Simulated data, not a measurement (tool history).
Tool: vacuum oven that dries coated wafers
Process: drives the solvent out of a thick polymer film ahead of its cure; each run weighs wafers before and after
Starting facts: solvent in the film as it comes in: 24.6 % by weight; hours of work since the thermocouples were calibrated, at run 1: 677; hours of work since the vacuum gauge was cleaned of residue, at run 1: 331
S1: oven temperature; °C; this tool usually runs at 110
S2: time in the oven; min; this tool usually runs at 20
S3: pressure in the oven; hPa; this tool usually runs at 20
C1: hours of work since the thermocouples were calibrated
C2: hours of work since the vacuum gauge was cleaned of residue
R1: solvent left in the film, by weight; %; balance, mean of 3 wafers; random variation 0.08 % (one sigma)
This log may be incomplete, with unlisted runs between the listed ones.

run,hour,S1,S2,S3,C1,C2,R1
1,0,110,20,20,677,331,6.45
2,9.9,110,16,20,682,336,7.58
3,31.1,110,16,20,694,349,7.58
4,50.4,110,20,20,706,360,6.55
5,73.8,110,20,20,719,373,6.55
6,91.9,120,20,20,729,383,4.06
7,102,110,20,20,735,389,6.51
8,120.1,110,20,63.5,745,400,15.39
9,132.7,110,20,20,753,407,6.58
10,151.9,110,20,20,764,418,6.7
11,170,110,20,20,774,428,6.68
12,185.5,110,20,20,783,437,6.67
13,203.3,110,19,20,793,447,6.66
14,221.8,110,19,20,804,458,6.73
15,240.3,116,14,20,814,469,6.44
16,252,116,12,48.6,821,475,11.56
17,269.8,116,12,48.6,831,485,11.65
18,280.9,110,11,20,838,492,9.75
19,303.9,118,17,20.9,851,505,5.22
20,327,108,20,58.6,864,518,15.52
21,350.8,109,18,40.4,878,532,11.63
22,362.5,123,12,20,884,539,5.38
23,374.2,111,23,66.4,891,545,15.16
24,395,111,23,66.4,903,557,15.29
25,405.5,111,23,66.4,909,563,15.08

The next listed run, before its measurement:
26,426.1,111,23,66.4,921,575,?

R1: 15.2 %
Minus the tool's unlogged condition, the same run would have read R1 14.59 %.

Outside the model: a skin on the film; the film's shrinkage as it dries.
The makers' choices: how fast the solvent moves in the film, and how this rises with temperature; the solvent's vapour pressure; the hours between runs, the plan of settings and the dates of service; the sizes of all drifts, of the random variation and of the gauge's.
